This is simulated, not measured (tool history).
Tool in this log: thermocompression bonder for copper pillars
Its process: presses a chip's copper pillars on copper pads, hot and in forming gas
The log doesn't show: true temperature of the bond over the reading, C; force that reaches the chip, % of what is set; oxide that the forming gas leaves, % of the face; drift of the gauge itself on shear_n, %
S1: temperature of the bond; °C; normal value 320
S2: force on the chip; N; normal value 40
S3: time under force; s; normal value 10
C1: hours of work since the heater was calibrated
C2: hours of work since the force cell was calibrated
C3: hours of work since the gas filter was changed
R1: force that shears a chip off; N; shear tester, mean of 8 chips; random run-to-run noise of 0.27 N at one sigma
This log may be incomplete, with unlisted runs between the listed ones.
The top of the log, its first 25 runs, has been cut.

Run 26, day 47.146: usual settings but S1 299 °C, S2 55 N, S3 11 s; C1 171; C2 128; C3 39. Result: R1 47.9 N.
Run 27, day 48.950: usual settings but S1 299 °C, S2 55 N, S3 11 s; C1 194; C2 152; C3 62. Result: R1 47.8 N.
Run 28, day 51.325: usual settings but S1 303 °C, S3 21 s; C1 226; C2 183; C3 94. Result: R1 52.0 N.
Run 29, day 53.762: usual settings but S1 303 °C, S3 21 s; C1 258; C2 215; C3 126. Result: R1 51.3 N.
At day 55.217: forming gas filter changed.
Run 30, day 55.925: usual settings but S1 346 °C, S2 32 N; C1 286; C2 244; C3 9. Result: R1 49.7 N.
Run 31, day 57.542: usual settings but S1 297 °C, S2 32 N; C1 308; C2 265; C3 31. Result: R1 34.7 N.
Run 32, day 58.717: usual settings but S1 297 °C, S2 32 N; C1 323; C2 281; C3 46. Result: R1 34.8 N.
Run 33, day 60.146: usual settings but S1 325 °C, S3 29 s; C1 342; C2 299; C3 65. Result: R1 64.2 N.
Run 34, day 61.312: usual settings but S1 317 °C, S2 60 N, S3 14 s; C1 357; C2 315; C3 80. Result: R1 59.8 N.
Run 35, day 62.721: usual settings but S2 38 N, S3 7 s; C1 376; C2 333; C3 99. Result: R1 40.7 N.
Run 36, day 65.258: usual settings but S2 38 N, S3 7 s; C1 409; C2 367; C3 133. Result: R1 40.0 N.
At day 66.154: forming gas filter changed.
Run 37, day 66.808: usual settings but S1 334 °C, S2 49 N, S3 23 s; C1 430; C2 387; C3 9. Result: R1 67.9 N.
Run 38, day 68.083: usual settings but S3 14 s; C1 447; C2 404; C3 25. Result: R1 52.3 N.

Forecast each of these 5 alternatives for the next run:
Run A, day 69.883: usual settings but S2 48 N; C1 470; C2 428; C3 49. Result: R1 ?.
Run B, day 69.883: usual settings but S1 297 °C, S2 48 N; C1 470; C2 428; C3 49. Result: R1 ?.
Run C, day 69.883: usual settings but S1 334 °C, S2 28 N, S3 19 s; C1 470; C2 428; C3 49. Result: R1 ?.
Run D, day 69.883: usual settings but S1 303 °C, S2 33 N, S3 26 s; C1 470; C2 428; C3 49. Result: R1 ?.
Run E, day 69.883: usual settings but S1 347 °C, S2 42 N, S3 14 s; C1 470; C2 428; C3 49. Result: R1 ?.

run    R1
  A  51.2
  B  43.5
  C  52.9
  D  52.1
  E  61.4
Without the tool's hidden state the same runs would have given:
run    R1
  A  50.3
  B  42.8
  C  52.0
  D  51.2
  E  60.4

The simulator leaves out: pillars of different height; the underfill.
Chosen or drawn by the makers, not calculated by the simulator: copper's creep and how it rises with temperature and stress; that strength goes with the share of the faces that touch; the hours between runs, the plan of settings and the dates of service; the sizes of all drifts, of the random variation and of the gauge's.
